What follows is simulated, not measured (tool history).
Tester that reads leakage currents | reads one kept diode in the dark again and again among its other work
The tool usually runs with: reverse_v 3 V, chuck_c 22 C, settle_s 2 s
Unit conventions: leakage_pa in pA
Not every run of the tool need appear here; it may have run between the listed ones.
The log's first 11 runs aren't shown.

| run | hour | reverse_v | chuck_c | settle_s | leakage_pa |
|---|---|---|---|---|---|
| 12 | 1398.6 | 3 | 22 | 2 | 42.42 |
| 13 | 1528.6 | 17.65 | 22 | 2 | 120.42 |
|  | 1695 | tester calibrated |
| 14 | 1725.4 | 3 | 22 | 0.48 | 46.25 |
| 15 | 1907.9 | 3 | 22 | 2 | 46.25 |
| 16 | 2009.9 | 3 | 22 | 2 | 46.95 |
|  | 2119.5 | probe card cleaned and baked |
| 17 | 2197.8 | 3 | 51 | 2 | 450.77 |
| 18 | 2302.8 | 3 | 51 | 2 | 453.75 |
| 19 | 2485 | 3 | 51 | 2 | 458.02 |
|  | 2576.9 | chuck's temperature calibrated |
| 20 | 2672.9 | 3 | 51 | 2 | 419.81 |
| 21 | 2782.8 | 9.55 | 42 | 6.48 | 342.56 |
| 22 | 2887.7 | 2.88 | 22 | 0.45 | 38.75 |
| 23 | 3064.7 | 7.43 | 22 | 0.45 | 62.92 |
| 24 | 3204.8 | 2.13 | 36 | 0.45 | 114.15 |
| 25 | 3295.9 | 2.13 | 36 | 2.1 | 115.05 |
| 26 | 3402.1 | 11 | 43 | 4.98 | 418.4 |
| 27 | 3582.1 | 11 | 43 | 4.98 | 426.29 |
| 28 | 3708.8 | 3 | 20 | 6.45 | 35.78 |
|  | 3855.9 | chuck's temperature calibrated |
| 29 | 3865 | 3 | 59 | 7.39 | 756.3 |
| 30 | 3979 | 6.29 | 44 | 0.33 | 341.54 |
| 31 | 4077.5 | 1.7 | 21 | 0.58 | 28.47 |
| 32 | 4201.8 | 1.7 | 21 | 0.58 | 28.6 |
| 33 | 4374.3 | 1.7 | 28 | 0.68 | 53.11 |

Forecast run 34:
| 34 | 4559.3 | 5.98 | 21 | 0.32 | ? |

{"run 34": {"leakage_pa": 59.56}}
If the tool had no hidden condition, the same run with the same run-to-run variation would have returned leakage_pa 48.07 pA.
